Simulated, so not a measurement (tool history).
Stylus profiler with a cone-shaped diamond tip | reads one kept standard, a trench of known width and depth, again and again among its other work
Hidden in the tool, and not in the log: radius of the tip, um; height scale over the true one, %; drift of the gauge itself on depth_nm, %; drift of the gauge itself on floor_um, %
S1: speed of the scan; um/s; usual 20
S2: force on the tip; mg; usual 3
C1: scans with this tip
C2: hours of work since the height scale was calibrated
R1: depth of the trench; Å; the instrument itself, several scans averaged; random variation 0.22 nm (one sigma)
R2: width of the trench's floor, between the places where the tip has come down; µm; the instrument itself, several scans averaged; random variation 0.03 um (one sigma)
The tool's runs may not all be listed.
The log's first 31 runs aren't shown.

| run | hour | S1 | S2 | C1 | C2 | R1 | R2 |
|---|---|---|---|---|---|---|---|
|  | 1755.1 | new tip fitted, height scale calibrated |
| 32 | 1757.5 | 73 | 7.02 | 15 | 1 | 10120.8 | 13.64 |
| 33 | 1801.3 | 73 | 7.02 | 287 | 25 | 10113.7 | 13.54 |
| 34 | 1845.4 | 37 | 1.04 | 562 | 49 | 10029.8 | 13.36 |
| 35 | 1904.6 | 59 | 1.12 | 929 | 82 | 10032.2 | 13.1 |
| 36 | 1968 | 59 | 1.12 | 1323 | 117 | 10031.6 | 12.94 |
| 37 | 2023.5 | 21 | 1.06 | 1669 | 147 | 10028.7 | 13.14 |
| 38 | 2068.2 | 11 | 5.81 | 1946 | 171 | 10093.5 | 13.2 |
| 39 | 2142.3 | 11 | 5.81 | 2407 | 212 | 10097.8 | 12.99 |
| 40 | 2194 | 9 | 3 | 2729 | 240 | 10058.6 | 12.9 |
| 41 | 2228.7 | 11 | 1.45 | 2944 | 259 | 10030.6 | 12.82 |
| 42 | 2285.7 | 11 | 1.45 | 3298 | 290 | 10027.3 | 12.62 |

Forecast each of these 5 alternatives for the next run:
| A | 2331.3 | 39 | 1.97 | 3582 | 315 | ? | ? |
| B | 2331.3 | 11 | 8.76 | 3582 | 315 | ? | ? |
| C | 2331.3 | 7 | 5.75 | 3582 | 315 | ? | ? |
| D | 2331.3 | 19 | 8.27 | 3582 | 315 | ? | ? |
| E | 2331.3 | 12 | 1.41 | 3582 | 315 | ? | ? |

| run | R1 | R2 |
|---|---|---|
| A | 10037.8 | 12.4 |
| B | 10122.1 | 12.62 |
| C | 10093.7 | 12.7 |
| D | 10117.7 | 12.63 |
| E | 10027.8 | 12.62 |
Without the tool's hidden state the same runs would have given:
| run | R1 | R2 |
|---|---|---|
| A | 10050.1 | 13.74 |
| B | 10134.5 | 13.97 |
| C | 10106 | 14.05 |
| D | 10130.1 | 13.98 |
| E | 10040.1 | 13.96 |
